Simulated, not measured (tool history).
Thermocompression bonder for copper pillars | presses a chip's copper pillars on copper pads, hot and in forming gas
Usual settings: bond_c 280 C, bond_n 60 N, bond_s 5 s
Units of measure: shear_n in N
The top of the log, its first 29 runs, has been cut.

run	hour	bond_c	bond_n	bond_s	shear_n
30	466.6	269	38	3	30.2
# hour 486.9: forming gas filter changed
31	489.5	269	38	3	33.2
32	508.4	285	89	3	79.6
33	528.1	261	60	5	54.9
34	549.8	261	60	5	54.5
35	561.6	291	60	7	78.1
36	581.4	280	79	5	77.4
37	591.8	280	79	5	77.2
38	605.3	291	60	11	86.3
39	617.4	262	47	12	58.6

Forecast each of these 4 alternatives for the next run:
A	629.6	274	59	6	?
B	629.6	262	42	9	?
C	629.6	290	47	6	?
D	629.6	280	49	5	?

run	shear_n
A	64.3
B	48.0
C	62.2
D	55.2
Take away the tool's hidden state, keep each run's random variation, and the runs would have read:
run	shear_n
A	68.4
B	51.4
C	66.1
D	58.8
